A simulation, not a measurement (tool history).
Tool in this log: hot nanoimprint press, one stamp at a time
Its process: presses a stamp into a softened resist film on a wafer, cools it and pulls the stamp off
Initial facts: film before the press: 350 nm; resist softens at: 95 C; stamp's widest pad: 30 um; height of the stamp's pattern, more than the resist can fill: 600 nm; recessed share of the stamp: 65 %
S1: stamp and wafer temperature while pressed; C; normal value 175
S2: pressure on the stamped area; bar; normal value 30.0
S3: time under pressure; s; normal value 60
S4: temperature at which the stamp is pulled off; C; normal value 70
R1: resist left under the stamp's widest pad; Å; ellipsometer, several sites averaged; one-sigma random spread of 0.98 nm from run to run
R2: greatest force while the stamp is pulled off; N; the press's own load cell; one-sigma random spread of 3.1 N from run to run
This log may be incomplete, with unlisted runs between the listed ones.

run	hour	S1	S2	S3	S4	R1	R2
1	0.0	175	30.0	60	70	1471	186
2	12.4	175	30.0	60	70	1468	198
3	36.0	175	30.0	60	70	1446	199
# hour 51.9: stamp cleaned and given a new release coat
4	54.6	175	31.3	60	70	1443	148
5	67.5	175	30.0	60	70	1485	151
6	90.0	175	30.0	60	70	1474	156
7	112.0	175	40.1	42	70	1484	157
8	135.2	167	40.8	46	73	1815	152
9	148.9	178	27.9	103	73	1126	153
10	166.4	175	24.7	75	68	1513	179
11	191.1	174	30.0	83	72	1346	157
12	220.9	175	18.3	60	70	1848	171

Consider 3 possible next runs. They are alternatives, not a sequence: every one starts from the tool as it was left by run 12. What does each give?
A	233.4	175	21.9	60	70	?	?
B	233.4	182	38.6	100	70	?	?
C	233.4	183	30.4	60	59	?	?

run	R1	R2
A	1710	170
B	855	178
C	1174	227
Without the tool's hidden state the same runs would have given:
run	R1	R2
A	1620	140
B	802	147
C	1108	190

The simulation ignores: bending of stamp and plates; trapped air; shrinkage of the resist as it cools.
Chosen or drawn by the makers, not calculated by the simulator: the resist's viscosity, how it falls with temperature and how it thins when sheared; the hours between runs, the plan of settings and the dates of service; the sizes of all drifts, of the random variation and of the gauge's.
